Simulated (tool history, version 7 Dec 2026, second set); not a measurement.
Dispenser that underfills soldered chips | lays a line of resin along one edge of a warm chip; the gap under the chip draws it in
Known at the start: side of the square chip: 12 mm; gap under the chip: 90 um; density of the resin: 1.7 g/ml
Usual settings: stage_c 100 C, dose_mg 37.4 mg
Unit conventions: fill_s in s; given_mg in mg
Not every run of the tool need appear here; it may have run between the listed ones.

run,hour,stage_c,dose_mg,fill_s,given_mg
1,0.0,100,37.4,151.2,37.54
2,6.9,100,37.4,217.9,37.36
# hour 10.4: new syringe of resin
3,15.7,100,32.0,169.2,31.83
# hour 25.5: new syringe of resin
4,29.2,100,37.4,155.2,37.19
# hour 41.1: new syringe of resin
5,44.7,100,37.4,151.7,36.99
# hour 56.3: new syringe of resin
6,60.9,100,37.4,159.3,36.94
# hour 70.7: new syringe of resin
7,71.7,100,37.4,132.3,36.92
8,84.3,100,37.4,260.2,36.78
# hour 85.4: new syringe of resin
9,99.4,100,37.4,264.7,36.63
# hour 100.5: new syringe of resin
10,112.6,100,37.4,236.3,36.53
# hour 115.4: new syringe of resin
11,122.2,100,37.4,177.8,36.36
# hour 130.5: new syringe of resin
12,131.1,100,37.4,129.1,36.44
# hour 135.8: stage's temperature calibrated
# hour 146.4: new syringe of resin
13,148.3,100,37.4,136.2,36.25
14,159.6,100,37.4,249.1,36.15
# hour 161.0: new syringe of resin
# hour 175.9: new syringe of resin
15,176.4,100,37.4,125.8,36.03
# hour 191.4: new syringe of resin
# hour 193.9: dispensing valve cleaned and set on the balance
16,194.4,100,37.4,132.0,37.50
17,204.9,100,37.4,226.7,37.53
# hour 207.7: new syringe of resin
18,221.3,100,37.4,250.2,37.29
# hour 222.8: new syringe of resin
19,230.7,100,37.4,184.7,37.39
# hour 237.3: new syringe of resin
20,238.1,100,37.4,127.7,37.15
21,245.0,100,37.4,179.8,37.12

Run 22 is up next; what results do you expect?
# hour 251.9: new syringe of resin
22,258.2,100,37.4,?,?

{"run 22": {"fill_s": 167.4, "given_mg": 37.05}}
Minus the tool's unlogged condition, the same run would have read fill_s 120.5 s, given_mg 37.42 mg.
